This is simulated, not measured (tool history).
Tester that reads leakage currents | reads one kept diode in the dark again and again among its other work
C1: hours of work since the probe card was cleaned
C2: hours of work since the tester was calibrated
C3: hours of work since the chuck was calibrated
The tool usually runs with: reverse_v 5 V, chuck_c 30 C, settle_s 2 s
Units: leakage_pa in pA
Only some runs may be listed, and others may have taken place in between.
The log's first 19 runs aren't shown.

{"run": 20, "hour": 2755.9, "reverse_v": 3.55, "chuck_c": 30, "settle_s": 2, "C1": 2730, "C2": 2730, "C3": 936, "leakage_pa": 194.29}
{"run": 21, "hour": 2871.5, "reverse_v": 3.55, "chuck_c": 24, "settle_s": 2, "C1": 2814, "C2": 2814, "C3": 1020, "leakage_pa": 125.37}
{"hour": 2893.4, "done": "probe card cleaned and baked"}
{"run": 22, "hour": 2963.6, "reverse_v": 1.42, "chuck_c": 56, "settle_s": 0.47, "C1": 51, "C2": 2878, "C3": 1085, "leakage_pa": 840.45}
{"hour": 3006.6, "done": "tester calibrated"}
{"run": 23, "hour": 3056.6, "reverse_v": 1.34, "chuck_c": 38, "settle_s": 5.62, "C1": 117, "C2": 36, "C3": 1150, "leakage_pa": 244.9}
{"run": 24, "hour": 3226.8, "reverse_v": 2.3, "chuck_c": 34, "settle_s": 0.82, "C1": 240, "C2": 160, "C3": 1274, "leakage_pa": 216.14}
{"run": 25, "hour": 3346.8, "reverse_v": 2.3, "chuck_c": 34, "settle_s": 0.82, "C1": 327, "C2": 247, "C3": 1361, "leakage_pa": 215.5}
{"run": 26, "hour": 3465.9, "reverse_v": 9.09, "chuck_c": 23, "settle_s": 5.3, "C1": 413, "C2": 333, "C3": 1447, "leakage_pa": 143.45}
{"run": 27, "hour": 3658.3, "reverse_v": 9.09, "chuck_c": 23, "settle_s": 5.3, "C1": 553, "C2": 472, "C3": 1587, "leakage_pa": 143.94}
{"run": 28, "hour": 3747.9, "reverse_v": 9.09, "chuck_c": 23, "settle_s": 5.3, "C1": 618, "C2": 537, "C3": 1652, "leakage_pa": 144.18}
{"run": 29, "hour": 3850.0, "reverse_v": 9.09, "chuck_c": 23, "settle_s": 5.3, "C1": 692, "C2": 611, "C3": 1726, "leakage_pa": 144.1}
{"run": 30, "hour": 3933.0, "reverse_v": 9.09, "chuck_c": 23, "settle_s": 5.3, "C1": 752, "C2": 671, "C3": 1786, "leakage_pa": 143.1}
{"run": 31, "hour": 4056.4, "reverse_v": 8.85, "chuck_c": 30, "settle_s": 1.95, "C1": 841, "C2": 761, "C3": 1875, "leakage_pa": 241.79}
{"run": 32, "hour": 4215.3, "reverse_v": 8.85, "chuck_c": 22, "settle_s": 1.95, "C1": 957, "C2": 876, "C3": 1990, "leakage_pa": 133.54}
{"run": 33, "hour": 4303.3, "reverse_v": 3.61, "chuck_c": 32, "settle_s": 1.95, "C1": 1020, "C2": 940, "C3": 2054, "leakage_pa": 208.86}
{"run": 34, "hour": 4454.2, "reverse_v": 1.11, "chuck_c": 32, "settle_s": 0.75, "C1": 1130, "C2": 1049, "C3": 2163, "leakage_pa": 144.59}
{"run": 35, "hour": 4604.0, "reverse_v": 1.69, "chuck_c": 32, "settle_s": 1.14, "C1": 1238, "C2": 1158, "C3": 2272, "leakage_pa": 163.73}
{"hour": 4627.4, "done": "chuck's temperature calibrated"}
{"run": 36, "hour": 4777.7, "reverse_v": 1.69, "chuck_c": 32, "settle_s": 1.14, "C1": 1363, "C2": 1282, "C3": 109, "leakage_pa": 180.48}
{"run": 37, "hour": 4955.9, "reverse_v": 5, "chuck_c": 40, "settle_s": 1.48, "C1": 1492, "C2": 1411, "C3": 238, "leakage_pa": 441.18}
{"run": 38, "hour": 5043.9, "reverse_v": 2.78, "chuck_c": 26, "settle_s": 0.59, "C1": 1556, "C2": 1475, "C3": 302, "leakage_pa": 135.81}
{"run": 39, "hour": 5211.1, "reverse_v": 3.67, "chuck_c": 32, "settle_s": 1.33, "C1": 1677, "C2": 1596, "C3": 423, "leakage_pa": 226.93}

Branching from run 39: 4 alternative next runs. What would each branch give?
{"run": "A", "hour": 5329.2, "reverse_v": 3.63, "chuck_c": 30, "settle_s": 7.33, "C1": 1763, "C2": 1682, "C3": 509, "leakage_pa": "?"}
{"run": "B", "hour": 5329.2, "reverse_v": 14.98, "chuck_c": 32, "settle_s": 1.33, "C1": 1763, "C2": 1682, "C3": 509, "leakage_pa": "?"}
{"run": "C", "hour": 5329.2, "reverse_v": 3.63, "chuck_c": 23, "settle_s": 5.03, "C1": 1763, "C2": 1682, "C3": 509, "leakage_pa": "?"}
{"run": "D", "hour": 5329.2, "reverse_v": 5, "chuck_c": 21, "settle_s": 9.6, "C1": 1763, "C2": 1682, "C3": 509, "leakage_pa": "?"}

run=A leakage_pa=195.16
run=B leakage_pa=361.53
run=C leakage_pa=115.44
run=D leakage_pa=111.01
What these runs would have given with no unlogged condition in the tool:
run=A leakage_pa=195.6
run=B leakage_pa=351.21
run=C leakage_pa=113.94
run=D leakage_pa=107.61
